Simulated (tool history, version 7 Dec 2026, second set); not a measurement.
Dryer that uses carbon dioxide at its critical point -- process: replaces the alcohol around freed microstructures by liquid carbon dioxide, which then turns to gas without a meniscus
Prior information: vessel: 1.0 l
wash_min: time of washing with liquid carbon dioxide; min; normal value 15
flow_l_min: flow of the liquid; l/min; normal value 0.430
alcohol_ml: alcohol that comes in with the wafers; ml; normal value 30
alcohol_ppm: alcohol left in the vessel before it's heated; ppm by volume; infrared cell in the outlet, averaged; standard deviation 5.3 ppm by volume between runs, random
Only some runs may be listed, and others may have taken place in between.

run,day,wash_min,flow_l_min,alcohol_ml,alcohol_ppm
1,0.000,15,0.430,30,167
2,0.254,15,0.581,30,69
3,0.738,15,0.581,30,66
4,1.012,15,0.581,30,68
5,1.350,15,0.673,30,45
6,1.638,17,0.353,23,205
7,2.175,17,0.353,23,205
8,2.421,17,0.353,23,210
9,2.771,21,0.353,23,98
10,3.171,23,0.723,101,50

5 options for the next run, each taken on its own from the tool as it stands now. Forecast them:
A,3.675,18,0.430,33,?
B,3.675,23,0.723,53,?
C,3.675,22,0.430,30,?
D,3.675,14,0.723,43,?
E,3.675,23,0.715,83,?

run,alcohol_ppm
A,100
B,56
C,63
D,66
E,56
Had the tool no hidden state, the same runs would have come out as:
run,alcohol_ppm
A,38
B,7
C,10
D,14
E,7

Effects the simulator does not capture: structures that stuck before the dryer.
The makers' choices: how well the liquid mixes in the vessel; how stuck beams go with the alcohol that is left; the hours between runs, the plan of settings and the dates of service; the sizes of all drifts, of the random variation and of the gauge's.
